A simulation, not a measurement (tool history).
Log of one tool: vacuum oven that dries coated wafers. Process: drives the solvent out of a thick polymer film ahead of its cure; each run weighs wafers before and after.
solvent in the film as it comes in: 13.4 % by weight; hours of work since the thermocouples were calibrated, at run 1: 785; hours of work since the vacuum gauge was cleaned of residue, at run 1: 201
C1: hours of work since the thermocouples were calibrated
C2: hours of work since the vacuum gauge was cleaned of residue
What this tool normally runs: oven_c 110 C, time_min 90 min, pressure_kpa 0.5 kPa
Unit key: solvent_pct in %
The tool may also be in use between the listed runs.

Run 1, day 0: usual settings; C1 785; C2 201. Result: solvent_pct 0.99 %.
Run 2, day 0.404: usual settings; C1 791; C2 208. Result: solvent_pct 0.95 %.
Run 3, day 0.954: usual settings; C1 800; C2 216. Result: solvent_pct 0.97 %.
Run 4, day 1.45: usual settings; C1 808; C2 224. Result: solvent_pct 0.99 %.
Run 5, day 1.983: usual settings; C1 816; C2 233. Result: solvent_pct 0.96 %.
Run 6, day 2.354: usual settings; C1 822; C2 239. Result: solvent_pct 0.96 %.
Run 7, day 2.988: usual settings but pressure_kpa 0.941 kPa; C1 832; C2 249. Result: solvent_pct 1.22 %.
Run 8, day 3.558: usual settings; C1 842; C2 258. Result: solvent_pct 0.99 %.
Run 9, day 3.879: usual settings; C1 847; C2 263. Result: solvent_pct 0.99 %.
Run 10, day 4.412: usual settings but oven_c 108 C; C1 855; C2 271. Result: solvent_pct 1.2 %.
Run 11, day 4.758: usual settings but oven_c 108 C; C1 861; C2 277. Result: solvent_pct 1.22 %.
Run 12, day 5.083: usual settings but oven_c 108 C; C1 866; C2 282. Result: solvent_pct 1.21 %.
Run 13, day 5.579: usual settings; C1 874; C2 290. Result: solvent_pct 0.97 %.
Run 14, day 6.029: usual settings but oven_c 109 C, time_min 73 min; C1 881; C2 297. Result: solvent_pct 1.57 %.
Run 15, day 6.617: usual settings but time_min 154 min, pressure_kpa 0.297 kPa; C1 890; C2 306. Result: solvent_pct 0.25 %.
Run 16, day 7: usual settings but time_min 154 min, pressure_kpa 0.297 kPa; C1 896; C2 312. Result: solvent_pct 0.27 %.
Run 17, day 7.392: usual settings but oven_c 111 C, time_min 53 min, pressure_kpa 0.345 kPa; C1 902; C2 319. Result: solvent_pct 2.16 %.
Run 18, day 7.667: usual settings but oven_c 111 C, time_min 53 min, pressure_kpa 0.345 kPa; C1 907; C2 323. Result: solvent_pct 2.19 %.
Run 19, day 8.246: usual settings but pressure_kpa 0.261 kPa; C1 916; C2 332. Result: solvent_pct 0.88 %.
Run 20, day 8.633: usual settings but oven_c 113 C, time_min 79 min, pressure_kpa 0.721 kPa; C1 922; C2 338. Result: solvent_pct 1.04 %.
Run 21, day 9.108: usual settings but oven_c 113 C, time_min 79 min, pressure_kpa 0.721 kPa; C1 930; C2 346. Result: solvent_pct 1.03 %.
Run 22, day 9.383: usual settings but oven_c 113 C, time_min 79 min, pressure_kpa 0.721 kPa; C1 934; C2 350. Result: solvent_pct 1 %.
Run 23, day 9.7: usual settings but oven_c 124 C, time_min 104 min, pressure_kpa 0.936 kPa; C1 939; C2 355. Result: solvent_pct 0.38 %.
Run 24, day 10.012: usual settings but oven_c 109 C, pressure_kpa 1.04 kPa; C1 944; C2 360. Result: solvent_pct 1.39 %.
Run 25, day 10.546: usual settings but oven_c 109 C, pressure_kpa 1.04 kPa; C1 953; C2 369. Result: solvent_pct 1.36 %.
Run 26, day 11.129: usual settings but oven_c 109 C, pressure_kpa 1.04 kPa; C1 962; C2 378. Result: solvent_pct 1.38 %.

What if the next run were any one of these 5? Each begins from the tool's condition after run 26:
Run A, day 11.588: usual settings but oven_c 109 C, pressure_kpa 0.306 kPa; C1 969; C2 385. Result: solvent_pct ?.
Run B, day 11.588: usual settings but oven_c 124 C, time_min 131 min, pressure_kpa 1.04 kPa; C1 969; C2 385. Result: solvent_pct ?.
Run C, day 11.588: usual settings but oven_c 121 C, time_min 127 min, pressure_kpa 0.653 kPa; C1 969; C2 385. Result: solvent_pct ?.
Run D, day 11.588: usual settings but oven_c 101 C, time_min 162 min; C1 969; C2 385. Result: solvent_pct ?.
Run E, day 11.588: usual settings but time_min 84 min; C1 969; C2 385. Result: solvent_pct ?.

run  solvent_pct
  A         0.97
  B         0.36
  C         0.29
  D         0.86
  E         1.11
Without the tool's hidden state the same runs would have given:
run  solvent_pct
  A         0.98
  B         0.36
  C         0.29
  D         0.86
  E         1.12
